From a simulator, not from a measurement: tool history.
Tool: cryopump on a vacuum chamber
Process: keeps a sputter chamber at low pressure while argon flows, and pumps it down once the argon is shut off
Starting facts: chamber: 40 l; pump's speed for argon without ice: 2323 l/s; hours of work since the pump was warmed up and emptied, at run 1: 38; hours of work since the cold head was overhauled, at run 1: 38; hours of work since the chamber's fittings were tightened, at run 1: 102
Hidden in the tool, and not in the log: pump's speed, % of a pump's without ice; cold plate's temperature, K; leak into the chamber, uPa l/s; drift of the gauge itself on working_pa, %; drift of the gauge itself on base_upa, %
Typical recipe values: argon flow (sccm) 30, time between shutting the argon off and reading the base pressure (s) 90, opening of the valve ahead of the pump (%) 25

run	hour	argon flow (sccm)	time between shutting the argon off and reading the base pressure (s)	opening of the valve ahead of the pump (%)	hours of work since the pump was warmed up and emptied	hours of work since the cold head was overhauled	hours of work since the chamber's fittings were tightened	pressure while argon flows (Pa)	pressure after the wait (uPa)
1	0	30	90	25	38	38	102	0.0881	0.44
2	16.1	30	90	25	49	49	113	0.0876	0.46
3	27.2	30	90	25	56	56	120	0.0891	0.52
4	44	18	90	25	68	68	132	0.052	0.49
5	65.5	30	90	25	82	82	146	0.088	0.52
6	76.5	30	90	25	89	89	154	0.0886	0.54
7	87.5	30	90	25	97	97	161	0.0891	0.58
8	105.8	30	90	25	109	109	173	0.0893	0.58
9	122.2	30	90	29	120	120	184	0.0774	0.61
10	131.6	30	235	25	127	127	191	0.0894	0.52
11	143	30	235	25	134	134	198	0.0887	0.53
12	165.2	30	235	25	149	149	213	0.0894	0.55
13	182.2	30	90	25	161	161	225	0.0897	0.67
14	195.4	30	90	25	170	170	234	0.0904	0.68
15	218.4	30	90	25	185	185	249	0.0908	0.71
16	238.4	30	56	25	199	199	263	0.0914	0.85
17	249.3	30	56	25	206	206	270	0.091	0.82
18	267.8	27	56	17	219	219	283	0.1204	0.93
19	280.9	27	56	17	227	227	291	0.1184	0.91
20	291.9	48	238	19	235	235	299	0.1894	0.73
21	305.2	48	262	19	244	244	308	0.1888	0.74
22	324.4	41	262	17	257	257	321	0.1792	0.76

What does the tool deliver on the next run?
23	345	33	117	53	271	271	335	?	?

Logged for run 23: pressure while argon flows (Pa) 0.0503, pressure after the wait (uPa) 0.88.
Were there no unlogged condition in the tool, this run, its random variation unchanged, would have produced pressure while argon flows (Pa) 0.0457, pressure after the wait (uPa) 0.27.

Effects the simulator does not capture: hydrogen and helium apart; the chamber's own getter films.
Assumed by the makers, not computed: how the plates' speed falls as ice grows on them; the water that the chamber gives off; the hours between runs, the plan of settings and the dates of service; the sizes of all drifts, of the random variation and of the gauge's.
